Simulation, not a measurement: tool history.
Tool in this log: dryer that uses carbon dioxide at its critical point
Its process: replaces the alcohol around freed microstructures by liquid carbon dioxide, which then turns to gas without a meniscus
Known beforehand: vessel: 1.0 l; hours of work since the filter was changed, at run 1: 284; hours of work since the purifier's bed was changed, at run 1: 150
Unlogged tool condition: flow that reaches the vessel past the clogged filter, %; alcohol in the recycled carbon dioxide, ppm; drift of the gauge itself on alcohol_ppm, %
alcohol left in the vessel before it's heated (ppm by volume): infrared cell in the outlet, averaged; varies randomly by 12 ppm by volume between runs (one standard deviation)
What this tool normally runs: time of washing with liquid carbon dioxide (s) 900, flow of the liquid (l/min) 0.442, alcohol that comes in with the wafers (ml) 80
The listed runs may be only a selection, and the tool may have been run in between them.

run	hour	time of washing with liquid carbon dioxide (s)	flow of the liquid (l/min)	alcohol that comes in with the wafers (ml)	hours of work since the filter was changed	hours of work since the purifier's bed was changed	alcohol left in the vessel before it's heated (ppm by volume)
1	0.0	900	0.442	80	284	150	916
2	6.2	900	0.584	80	288	155	229
3	12.2	900	0.584	80	292	159	223
4	17.5	900	0.584	80	296	162	224
5	26.0	1140	0.442	80	302	168	298
6	31.7	1140	0.442	80	306	172	290
7	41.2	900	0.442	80	312	179	948
8	47.7	900	0.442	80	317	183	952
9	54.7	900	0.442	80	322	188	918
10	64.4	1380	0.442	80	328	195	123
11	73.4	1380	0.442	80	334	201	132
12	83.8	1380	0.442	80	342	208	125
13	88.5	1380	0.442	80	345	211	117
14	96.7	1380	0.442	80	351	217	133
15	103.4	1380	0.442	80	355	222	132
16	112.0	1260	0.442	37	361	228	122
17	118.4	720	0.618	71	365	232	482
18	128.6	720	0.618	71	373	239	484
19	135.9	780	0.302	101	378	244	7653
20	146.5	780	0.302	101	385	252	7542
21	154.4	1140	0.356	101	390	257	1209
22	159.5	1140	0.356	101	394	261	1213

Forecast each of these 5 alternatives for the next run:
A	167.4	1020	0.594	57	399	266	?
B	167.4	1140	0.356	111	399	266	?
C	167.4	960	0.730	101	399	266	?
D	167.4	660	0.323	37	399	266	?
E	167.4	600	0.456	80	399	266	?

run	alcohol left in the vessel before it's heated (ppm by volume)
A	115
B	1313
C	99
D	3630
E	3755
What these runs would have given with no unlogged condition in the tool:
run	alcohol left in the vessel before it's heated (ppm by volume)
A	47
B	996
C	36
D	3161
E	3150
